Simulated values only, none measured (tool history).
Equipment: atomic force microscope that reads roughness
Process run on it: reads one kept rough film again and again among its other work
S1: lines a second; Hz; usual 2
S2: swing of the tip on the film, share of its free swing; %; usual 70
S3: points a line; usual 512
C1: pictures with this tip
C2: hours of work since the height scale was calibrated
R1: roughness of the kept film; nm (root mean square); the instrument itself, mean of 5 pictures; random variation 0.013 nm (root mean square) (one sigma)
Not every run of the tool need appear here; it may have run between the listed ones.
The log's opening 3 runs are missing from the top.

{"day": 3.979, "done": "new tip fitted"}
{"run": 4, "day": 5.242, "S1": 2, "S2": 70, "S3": 512, "C1": 38, "C2": 1203, "R1": 3.545}
{"run": 5, "day": 6.996, "S1": 2, "S2": 70, "S3": 512, "C1": 90, "C2": 1228, "R1": 3.493}
{"run": 6, "day": 8.167, "S1": 2, "S2": 70, "S3": 512, "C1": 124, "C2": 1244, "R1": 3.41}
{"day": 9.671, "done": "new tip fitted"}
{"run": 7, "day": 10.1, "S1": 2, "S2": 70, "S3": 512, "C1": 12, "C2": 1271, "R1": 3.577}
{"run": 8, "day": 11.504, "S1": 2, "S2": 70, "S3": 512, "C1": 54, "C2": 1291, "R1": 3.51}
{"run": 9, "day": 12.533, "S1": 2, "S2": 70, "S3": 334, "C1": 85, "C2": 1305, "R1": 3.46}
{"run": 10, "day": 13.433, "S1": 2, "S2": 70, "S3": 334, "C1": 111, "C2": 1318, "R1": 3.445}
{"day": 13.596, "done": "height scale calibrated on a step standard"}
{"day": 15.417, "done": "new tip fitted"}
{"run": 11, "day": 15.496, "S1": 2, "S2": 70, "S3": 334, "C1": 2, "C2": 26, "R1": 3.587}
{"run": 12, "day": 16.421, "S1": 2, "S2": 70, "S3": 334, "C1": 29, "C2": 39, "R1": 3.543}
{"run": 13, "day": 18.029, "S1": 2, "S2": 70, "S3": 334, "C1": 77, "C2": 62, "R1": 3.476}
{"day": 19.312, "done": "height scale calibrated on a step standard, once more"}
{"run": 14, "day": 20.062, "S1": 2, "S2": 81, "S3": 334, "C1": 136, "C2": 11, "R1": 3.234}
{"day": 21.108, "done": "new tip fitted"}
{"run": 15, "day": 21.108, "S1": 2, "S2": 69, "S3": 334, "C1": 0, "C2": 25, "R1": 3.609}
{"run": 16, "day": 22.967, "S1": 2, "S2": 69, "S3": 334, "C1": 55, "C2": 51, "R1": 3.499}

Run 17 comes next. What will it give?
{"run": 17, "day": 24.9, "S1": 2, "S2": 65, "S3": 512, "C1": 113, "C2": 78, "R1": "?"}

For run 17 the tool returned R1 3.493 nm (root mean square).
Were there no unlogged condition in the tool, this run, its random variation unchanged, would have produced R1 3.644 nm (root mean square).

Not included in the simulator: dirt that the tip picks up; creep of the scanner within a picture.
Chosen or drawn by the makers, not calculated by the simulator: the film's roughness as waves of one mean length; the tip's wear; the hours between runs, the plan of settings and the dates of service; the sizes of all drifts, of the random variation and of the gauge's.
